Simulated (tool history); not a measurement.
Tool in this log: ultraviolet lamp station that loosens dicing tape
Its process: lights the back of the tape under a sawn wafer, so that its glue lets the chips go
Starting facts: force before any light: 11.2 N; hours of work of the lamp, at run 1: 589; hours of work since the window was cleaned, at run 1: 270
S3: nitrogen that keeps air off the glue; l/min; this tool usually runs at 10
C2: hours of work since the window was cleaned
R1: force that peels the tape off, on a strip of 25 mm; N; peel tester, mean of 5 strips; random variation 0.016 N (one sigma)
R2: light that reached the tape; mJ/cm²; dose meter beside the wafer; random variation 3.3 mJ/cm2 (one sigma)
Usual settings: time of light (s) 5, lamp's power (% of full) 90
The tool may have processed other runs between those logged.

Run 1, hour 0: usual settings; hours of work of the lamp 589; C2 270. Result: R1 1.421 N, R2 393 mJ/cm².
Run 2, hour 13.2: usual settings but lamp's power (% of full) 61; hours of work of the lamp 598; C2 279. Result: R1 2.755 N, R2 257 mJ/cm².
Run 3, hour 32.3: usual settings but lamp's power (% of full) 61; hours of work of the lamp 612; C2 293. Result: R1 2.753 N, R2 255 mJ/cm².
Run 4, hour 45.3: usual settings but lamp's power (% of full) 61; hours of work of the lamp 621; C2 302. Result: R1 2.799 N, R2 253 mJ/cm².
Run 5, hour 68.8: usual settings but S3 12 l/min; hours of work of the lamp 638; C2 319. Result: R1 1.329 N, R2 376 mJ/cm².
Run 6, hour 85.4: usual settings but lamp's power (% of full) 71, S3 12 l/min; hours of work of the lamp 650; C2 331. Result: R1 1.972 N, R2 292 mJ/cm².
Run 7, hour 106.3: usual settings but lamp's power (% of full) 71, S3 12 l/min; hours of work of the lamp 665; C2 345. Result: R1 2.059 N, R2 284 mJ/cm².
Run 8, hour 116.6: usual settings but lamp's power (% of full) 71, S3 12 l/min; hours of work of the lamp 672; C2 353. Result: R1 2.101 N, R2 286 mJ/cm².
Run 9, hour 130.5: usual settings; hours of work of the lamp 682; C2 363. Result: R1 1.591 N, R2 359 mJ/cm².
Run 10, hour 149.8: usual settings; hours of work of the lamp 696; C2 376. Result: R1 1.561 N, R2 360 mJ/cm².
Run 11, hour 168.3: usual settings; hours of work of the lamp 709; C2 390. Result: R1 1.584 N, R2 351 mJ/cm².
Run 12, hour 190.9: usual settings but time of light (s) 4; hours of work of the lamp 725; C2 406. Result: R1 2.426 N, R2 278 mJ/cm².
Run 13, hour 211.7: usual settings but time of light (s) 3, lamp's power (% of full) 91, S3 12 l/min; hours of work of the lamp 740; C2 421. Result: R1 3.183 N, R2 208 mJ/cm².
At hour 221.5: window cleaned of glue's vapour.
Run 14, hour 222.4: usual settings but time of light (s) 2, lamp's power (% of full) 93, S3 5 l/min; hours of work of the lamp 747; C2 1. Result: R1 6.413 N, R2 133 mJ/cm².
Run 15, hour 238.4: usual settings but lamp's power (% of full) 81; hours of work of the lamp 758; C2 12. Result: R1 2.299 N, R2 295 mJ/cm².
Run 16, hour 255.3: usual settings but lamp's power (% of full) 81; hours of work of the lamp 770; C2 24. Result: R1 2.274 N, R2 293 mJ/cm².
Run 17, hour 272.8: usual settings but time of light (s) 8, lamp's power (% of full) 87, S3 6 l/min; hours of work of the lamp 783; C2 37. Result: R1 1.285 N, R2 484 mJ/cm².
Run 18, hour 288.9: usual settings but time of light (s) 8, lamp's power (% of full) 87, S3 6 l/min; hours of work of the lamp 794; C2 48. Result: R1 1.314 N, R2 482 mJ/cm².
Run 19, hour 304.5: usual settings but time of light (s) 4, lamp's power (% of full) 78; hours of work of the lamp 806; C2 59. Result: R1 3.541 N, R2 215 mJ/cm².
Run 20, hour 325.1: usual settings but lamp's power (% of full) 86, S3 16 l/min; hours of work of the lamp 820; C2 74. Result: R1 1.717 N, R2 292 mJ/cm².
Run 21, hour 335.4: usual settings but time of light (s) 4, lamp's power (% of full) 97, S3 3 l/min; hours of work of the lamp 828; C2 81. Result: R1 4.559 N, R2 260 mJ/cm².
At hour 340.4: window cleaned of glue's vapour, once more.
Run 22, hour 354.1: usual settings but time of light (s) 4, lamp's power (% of full) 97, S3 3 l/min; hours of work of the lamp 840; C2 10. Result: R1 3.745 N, R2 321 mJ/cm².

Each row is a separate what-if for the run after 22, all from the same tool condition, not one after another. Results?
Run A, hour 370: usual settings but time of light (s) 3, lamp's power (% of full) 95, S3 4 l/min; hours of work of the lamp 852; C2 21. Result: R1 ?, R2 ?.
Run B, hour 370: usual settings but lamp's power (% of full) 66; hours of work of the lamp 852; C2 21. Result: R1 ?, R2 ?.
Run C, hour 370: usual settings but lamp's power (% of full) 77, S3 4 l/min; hours of work of the lamp 852; C2 21. Result: R1 ?, R2 ?.
Run D, hour 370: usual settings but lamp's power (% of full) 64; hours of work of the lamp 852; C2 21. Result: R1 ?, R2 ?.
Run E, hour 370: usual settings but time of light (s) 3, lamp's power (% of full) 97, S3 9 l/min; hours of work of the lamp 852; C2 21. Result: R1 ?, R2 ?.

run     R1   R2
  A  4.558  231
  B  2.617  270
  C  3.524  314
  D  2.631  259
  E  3.142  238
Without the tool's unlogged condition, the same runs would have read:
run     R1   R2
  A  3.211  323
  B  1.484  377
  C  2.216  440
  D  1.516  363
  E  1.928  333
